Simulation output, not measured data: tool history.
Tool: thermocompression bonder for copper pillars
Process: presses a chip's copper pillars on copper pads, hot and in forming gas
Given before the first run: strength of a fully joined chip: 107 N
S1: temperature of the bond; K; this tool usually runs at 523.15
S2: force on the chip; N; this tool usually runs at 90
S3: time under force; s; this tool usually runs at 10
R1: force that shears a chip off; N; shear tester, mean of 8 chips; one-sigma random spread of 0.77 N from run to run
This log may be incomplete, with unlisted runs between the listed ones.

{"run": 1, "day": 0.0, "S1": 523.15, "S2": 90, "S3": 10, "R1": 70.7}
{"run": 2, "day": 0.321, "S1": 527.15, "S2": 90, "S3": 10, "R1": 74.4}
{"run": 3, "day": 0.8, "S1": 527.15, "S2": 90, "S3": 10, "R1": 73.8}
{"run": 4, "day": 1.458, "S1": 546.15, "S2": 90, "S3": 10, "R1": 90.7}
{"run": 5, "day": 1.838, "S1": 546.15, "S2": 90, "S3": 10, "R1": 88.6}
{"run": 6, "day": 2.167, "S1": 546.15, "S2": 90, "S3": 10, "R1": 87.7}
{"run": 7, "day": 2.867, "S1": 546.15, "S2": 90, "S3": 10, "R1": 87.6}
{"run": 8, "day": 3.25, "S1": 546.15, "S2": 90, "S3": 10, "R1": 89.4}
{"run": 9, "day": 3.892, "S1": 546.15, "S2": 90, "S3": 10, "R1": 89.4}
{"run": 10, "day": 4.283, "S1": 493.15, "S2": 90, "S3": 10, "R1": 42.2}
{"run": 11, "day": 4.638, "S1": 493.15, "S2": 90, "S3": 10, "R1": 44.2}
{"run": 12, "day": 5.171, "S1": 493.15, "S2": 90, "S3": 10, "R1": 43.9}
{"run": 13, "day": 5.817, "S1": 523.15, "S2": 90, "S3": 10, "R1": 70.8}
{"run": 14, "day": 6.496, "S1": 523.15, "S2": 90, "S3": 10, "R1": 71.3}
{"run": 15, "day": 6.921, "S1": 523.15, "S2": 90, "S3": 10, "R1": 70.3}
{"run": 16, "day": 7.238, "S1": 523.15, "S2": 90, "S3": 10, "R1": 71.7}
{"run": 17, "day": 7.838, "S1": 523.15, "S2": 126, "S3": 10, "R1": 88.5}
{"run": 18, "day": 8.354, "S1": 523.15, "S2": 126, "S3": 10, "R1": 88.7}
{"run": 19, "day": 9.004, "S1": 523.15, "S2": 90, "S3": 10, "R1": 71.7}
{"run": 20, "day": 9.642, "S1": 523.15, "S2": 90, "S3": 10, "R1": 70.6}
{"run": 21, "day": 10.242, "S1": 514.15, "S2": 68, "S3": 20, "R1": 60.1}
{"run": 22, "day": 10.708, "S1": 514.15, "S2": 68, "S3": 20, "R1": 60.3}
{"run": 23, "day": 11.229, "S1": 514.15, "S2": 68, "S3": 20, "R1": 60.8}
{"run": 24, "day": 11.8, "S1": 532.15, "S2": 89, "S3": 12, "R1": 78.7}
{"run": 25, "day": 12.296, "S1": 532.15, "S2": 89, "S3": 12, "R1": 81.2}
{"run": 26, "day": 12.617, "S1": 532.15, "S2": 89, "S3": 12, "R1": 80.6}
{"run": 27, "day": 13.046, "S1": 503.15, "S2": 81, "S3": 10, "R1": 46.5}
{"run": 28, "day": 13.692, "S1": 503.15, "S2": 81, "S3": 10, "R1": 46.7}
{"run": 29, "day": 14.312, "S1": 493.15, "S2": 127, "S3": 10, "R1": 60.9}
{"run": 30, "day": 14.612, "S1": 501.15, "S2": 75, "S3": 10, "R1": 42.3}
{"run": 31, "day": 15.017, "S1": 501.15, "S2": 75, "S3": 10, "R1": 40.2}
{"run": 32, "day": 15.7, "S1": 501.15, "S2": 75, "S3": 10, "R1": 41.5}
{"run": 33, "day": 16.188, "S1": 501.15, "S2": 75, "S3": 10, "R1": 42.3}
{"run": 34, "day": 16.675, "S1": 535.15, "S2": 75, "S3": 10, "R1": 70.3}
{"run": 35, "day": 17.233, "S1": 535.15, "S2": 75, "S3": 10, "R1": 70}
{"run": 36, "day": 17.858, "S1": 535.15, "S2": 75, "S3": 10, "R1": 71}
{"run": 37, "day": 18.508, "S1": 508.15, "S2": 55, "S3": 10, "R1": 33}
{"run": 38, "day": 18.983, "S1": 508.15, "S2": 82, "S3": 10, "R1": 52.1}
{"run": 39, "day": 19.604, "S1": 546.15, "S2": 56, "S3": 10, "R1": 62.6}
{"run": 40, "day": 20.217, "S1": 546.15, "S2": 56, "S3": 10, "R1": 62.4}

Below are 3 alternative next runs, each starting from the tool's condition after run 40. Predict each:
{"run": "A", "day": 20.675, "S1": 502.15, "S2": 133, "S3": 10, "R1": "?"}
{"run": "B", "day": 20.675, "S1": 535.15, "S2": 59, "S3": 10, "R1": "?"}
{"run": "C", "day": 20.675, "S1": 542.15, "S2": 116, "S3": 25, "R1": "?"}

run=A R1=72.4
run=B R1=56.9
run=C R1=101.4
The same runs, with their run-to-run variation unchanged, on a tool lacking any hidden condition would have given:
run=A R1=75.3
run=B R1=59.4
run=C R1=105.4
